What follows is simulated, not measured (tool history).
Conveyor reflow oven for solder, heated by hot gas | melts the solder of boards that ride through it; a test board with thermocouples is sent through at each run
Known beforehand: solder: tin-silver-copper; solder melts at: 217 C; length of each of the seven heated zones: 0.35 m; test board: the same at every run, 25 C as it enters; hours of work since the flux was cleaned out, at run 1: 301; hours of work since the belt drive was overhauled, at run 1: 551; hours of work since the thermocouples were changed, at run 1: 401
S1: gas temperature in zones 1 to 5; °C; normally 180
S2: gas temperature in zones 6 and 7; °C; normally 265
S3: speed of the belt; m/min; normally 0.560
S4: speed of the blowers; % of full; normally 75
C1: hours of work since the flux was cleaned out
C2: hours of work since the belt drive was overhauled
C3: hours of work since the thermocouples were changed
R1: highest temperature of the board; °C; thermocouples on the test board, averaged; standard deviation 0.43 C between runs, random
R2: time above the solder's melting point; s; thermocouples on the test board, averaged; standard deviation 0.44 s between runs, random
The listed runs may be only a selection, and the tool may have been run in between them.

| run | hour | S1 | S2 | S3 | S4 | C1 | C2 | C3 | R1 | R2 |
|---|---|---|---|---|---|---|---|---|---|---|
| 1 | 0.0 | 180 | 265 | 0.560 | 75 | 301 | 551 | 401 | 245.1 | 51.4 |
| 2 | 23.3 | 180 | 265 | 0.560 | 75 | 312 | 562 | 411 | 244.1 | 50.9 |
| 3 | 58.0 | 180 | 265 | 0.560 | 75 | 327 | 577 | 427 | 243.9 | 50.3 |
| 4 | 93.7 | 180 | 265 | 0.560 | 75 | 343 | 593 | 443 | 244.5 | 49.7 |
| 5 | 124.2 | 180 | 265 | 0.560 | 75 | 357 | 607 | 456 | 244.0 | 50.3 |
| 6 | 143.3 | 180 | 265 | 0.560 | 75 | 366 | 616 | 465 | 243.6 | 50.2 |
| 7 | 168.7 | 180 | 265 | 0.560 | 75 | 377 | 627 | 476 | 244.0 | 50.7 |
| 8 | 202.7 | 180 | 265 | 0.607 | 75 | 392 | 642 | 491 | 240.7 | 43.1 |
| 9 | 222.2 | 180 | 265 | 0.560 | 59 | 401 | 651 | 500 | 239.5 | 45.2 |
| 10 | 262.5 | 180 | 265 | 0.560 | 59 | 419 | 669 | 518 | 239.6 | 44.5 |
| 11 | 293.7 | 180 | 265 | 0.560 | 75 | 433 | 683 | 532 | 243.1 | 49.8 |
| 12 | 310.2 | 180 | 278 | 0.560 | 75 | 440 | 690 | 540 | 253.2 | 59.0 |
| 13 | 336.3 | 180 | 278 | 0.560 | 75 | 452 | 702 | 551 | 253.4 | 57.6 |
| 14 | 357.9 | 180 | 278 | 0.560 | 75 | 462 | 712 | 561 | 253.7 | 59.2 |
| 15 | 381.9 | 180 | 267 | 0.560 | 75 | 472 | 722 | 572 | 244.6 | 50.9 |
| 16 | 405.2 | 180 | 267 | 0.560 | 75 | 483 | 733 | 582 | 244.7 | 50.7 |
| 17 | 424.2 | 193 | 254 | 0.560 | 75 | 491 | 741 | 591 | 237.0 | 49.4 |
|  | 432.7 | flux residue cleaned out of gas plates and filters |
| 18 | 454.3 | 188 | 265 | 0.618 | 64 | 10 | 752 | 602 | 242.3 | 46.8 |
| 19 | 477.7 | 174 | 254 | 0.599 | 54 | 20 | 763 | 612 | 228.7 | 25.5 |
| 20 | 501.4 | 180 | 256 | 0.560 | 72 | 31 | 773 | 623 | 238.3 | 46.8 |
| 21 | 518.3 | 180 | 261 | 0.560 | 51 | 38 | 781 | 630 | 236.0 | 41.6 |
|  | 524.8 | belt drive overhauled, speed set with a stopwatch |
| 22 | 561.1 | 180 | 261 | 0.560 | 51 | 56 | 16 | 648 | 236.5 | 41.7 |
| 23 | 587.8 | 178 | 261 | 0.463 | 89 | 68 | 28 | 660 | 249.2 | 70.9 |
|  | 617.8 | belt drive overhauled, speed set with a stopwatch, once more |
| 24 | 628.9 | 191 | 265 | 0.526 | 57 | 84 | 5 | 676 | 245.1 | 59.7 |
| 25 | 661.5 | 192 | 277 | 0.560 | 75 | 99 | 20 | 691 | 257.4 | 65.4 |
| 26 | 689.4 | 192 | 277 | 0.560 | 75 | 111 | 32 | 703 | 257.3 | 64.5 |
| 27 | 713.3 | 169 | 277 | 0.560 | 82 | 122 | 43 | 714 | 254.2 | 55.2 |
| 28 | 733.2 | 193 | 264 | 0.560 | 82 | 131 | 52 | 723 | 248.0 | 60.3 |
| 29 | 773.3 | 193 | 259 | 0.523 | 63 | 149 | 70 | 741 | 242.3 | 59.6 |
| 30 | 809.8 | 180 | 265 | 0.610 | 75 | 165 | 86 | 757 | 241.7 | 44.0 |

Consider 4 possible next runs. They are alternatives, not a sequence: every one starts from the tool as it was left by run 30. What does each give?
| A | 839.7 | 180 | 261 | 0.668 | 75 | 179 | 99 | 771 | ? | ? |
| B | 839.7 | 173 | 263 | 0.560 | 57 | 179 | 99 | 771 | ? | ? |
| C | 839.7 | 180 | 265 | 0.489 | 75 | 179 | 99 | 771 | ? | ? |
| D | 839.7 | 180 | 258 | 0.509 | 75 | 179 | 99 | 771 | ? | ? |

| run | R1 | R2 |
|---|---|---|
| A | 235.2 | 32.4 |
| B | 237.0 | 38.1 |
| C | 248.8 | 63.6 |
| D | 242.1 | 54.7 |
The same runs, with their run-to-run variation unchanged, on a tool lacking any hidden condition would have given:
| run | R1 | R2 |
|---|---|---|
| A | 238.9 | 36.6 |
| B | 240.5 | 42.4 |
| C | 252.2 | 66.7 |
| D | 245.5 | 58.5 |
